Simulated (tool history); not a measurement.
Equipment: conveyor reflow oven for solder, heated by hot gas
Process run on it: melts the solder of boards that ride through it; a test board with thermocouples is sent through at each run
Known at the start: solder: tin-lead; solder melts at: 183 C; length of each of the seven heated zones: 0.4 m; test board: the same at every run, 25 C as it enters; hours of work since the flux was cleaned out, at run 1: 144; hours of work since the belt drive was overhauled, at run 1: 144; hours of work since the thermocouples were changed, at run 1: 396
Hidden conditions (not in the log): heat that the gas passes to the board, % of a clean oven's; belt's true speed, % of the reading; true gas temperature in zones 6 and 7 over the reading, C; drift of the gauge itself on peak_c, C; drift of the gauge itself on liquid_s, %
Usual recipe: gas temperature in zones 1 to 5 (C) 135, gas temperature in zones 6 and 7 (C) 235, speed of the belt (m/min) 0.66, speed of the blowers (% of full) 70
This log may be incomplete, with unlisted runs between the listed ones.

run   hour  gas temperature in zones 1 to 5 (C)  gas temperature in zones 6 and 7 (C)  speed of the belt (m/min)  speed of the blowers (% of full)  hours of work since the flux was cleaned out  hours of work since the belt drive was overhauled  hours of work since the thermocouples were changed  highest temperature of the board (C)  time above the solder's melting point (s)
  1      0                                  135                                   235                       0.66                                70                                           144                                                144                                                 396                                   212                                       47.9
  2   62.1                                  135                                   235                      0.757                                70                                           172                                                172                                                 423                                 206.8                                       36.6
  3  139.5                                  126                                   235                      0.757                                70                                           206                                                206                                                 458                                 203.1                                       30.5
  4  182.8                                  135                                   235                       0.66                                70                                           226                                                226                                                 477                                 210.8                                       47.8
  5  215.6                                  135                                   235                       0.66                                70                                           240                                                240                                                 492                                 210.9                                       47.1
  6  269.7                                  135                                   235                       0.66                                70                                           264                                                264                                                 516                                 210.7                                       46.9
     281.3  -- flux residue cleaned out of gas plates and filters
  7  318.7                                  130                                   235                       0.66                                66                                            17                                                284                                                 536                                 206.5                                         41
  8  375.3                                  135                                   235                      0.597                                69                                            42                                                309                                                 561                                 211.8                                       54.8
  9  422.9                                  135                                   235                      0.597                                69                                            63                                                330                                                 582                                 211.7                                       54.4
 10    474                                  141                                   246                       0.66                                90                                            86                                                353                                                 605                                 223.8                                       59.3
       492  -- flux residue cleaned out of gas plates and filters, once more
 11  550.5                                  141                                   246                       0.66                                90                                            26                                                385                                                 637                                 225.8                                       61.7

3 ways to go on from here, each from the tool as it stands after run 11. What would each give?
  A  584.3                                  141                                   231                       0.66                                90                                            41                                                400                                                 652                                     ?                                          ?
  B  584.3                                  149                                   246                       0.66                                90                                            41                                                400                                                 652                                     ?                                          ?
  C  584.3                                  135                                   235                       0.55                                70                                            41                                                400                                                 652                                     ?                                          ?

run  highest temperature of the board (C)  time above the solder's melting point (s)
  A                                 213.2                                       53.9
  B                                 228.3                                       65.9
  C                                 217.9                                       64.7
Take away the tool's hidden state, keep each run's random variation, and the runs would have read:
run  highest temperature of the board (C)  time above the solder's melting point (s)
  A                                 215.4                                       55.3
  B                                 230.6                                       66.6
  C                                 220.1                                       66.2
